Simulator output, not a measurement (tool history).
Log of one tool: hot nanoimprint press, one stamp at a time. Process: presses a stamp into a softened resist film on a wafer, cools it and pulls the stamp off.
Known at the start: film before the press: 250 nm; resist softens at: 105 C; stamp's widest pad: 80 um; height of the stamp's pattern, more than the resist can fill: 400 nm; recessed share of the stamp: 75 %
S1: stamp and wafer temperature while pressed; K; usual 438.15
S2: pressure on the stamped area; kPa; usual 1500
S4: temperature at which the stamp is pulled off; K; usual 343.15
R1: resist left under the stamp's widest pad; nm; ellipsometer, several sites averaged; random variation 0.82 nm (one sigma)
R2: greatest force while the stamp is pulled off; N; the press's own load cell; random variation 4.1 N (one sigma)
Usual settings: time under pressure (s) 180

run 1 day=0 | S1=438.15 S2=1500 time_under_pressure_(s)=180 S4=343.15 | R1=142.8 R2=201
run 2 day=0.871 | S1=438.15 S2=1500 time_under_pressure_(s)=180 S4=343.15 | R1=141.6 R2=198
run 3 day=1.458 | S1=438.15 S2=1500 time_under_pressure_(s)=180 S4=329.15 | R1=142.8 R2=248
run 4 day=2.088 | S1=438.15 S2=1500 time_under_pressure_(s)=180 S4=329.15 | R1=143.1 R2=244
run 5 day=2.538 | S1=438.15 S2=1500 time_under_pressure_(s)=180 S4=329.15 | R1=142 R2=246
run 6 day=3.45 | S1=438.15 S2=1250 time_under_pressure_(s)=188 S4=346.15 | R1=150.8 R2=192
run 7 day=4.238 | S1=438.15 S2=1250 time_under_pressure_(s)=188 S4=346.15 | R1=150.5 R2=191
run 8 day=4.779 | S1=445.15 S2=1030 time_under_pressure_(s)=308 S4=332.15 | R1=107.7 R2=246
run 9 day=5.325 | S1=434.15 S2=1980 time_under_pressure_(s)=180 S4=344.15 | R1=149.1 R2=199
run 10 day=5.783 | S1=442.15 S2=2170 time_under_pressure_(s)=180 S4=343.15 | R1=103.1 R2=195

4 ways to go on from here, each from the tool as it stands after run 10. What would each give?
run A day=6.567 | S1=434.15 S2=2170 time_under_pressure_(s)=180 S4=343.15 | R1=? R2=?
run B day=6.567 | S1=438.15 S2=1340 time_under_pressure_(s)=180 S4=348.15 | R1=? R2=?
run C day=6.567 | S1=427.15 S2=1870 time_under_pressure_(s)=333 S4=343.15 | R1=? R2=?
run D day=6.567 | S1=442.15 S2=2170 time_under_pressure_(s)=180 S4=333.15 | R1=? R2=?

run=A R1=144.9 R2=200
run=B R1=150.5 R2=187
run=C R1=166.2 R2=205
run=D R1=104 R2=229
Without the tool's hidden state the same runs would have given:
run=A R1=143.7 R2=198
run=B R1=149.3 R2=186
run=C R1=164.9 R2=203
run=D R1=103.2 R2=227
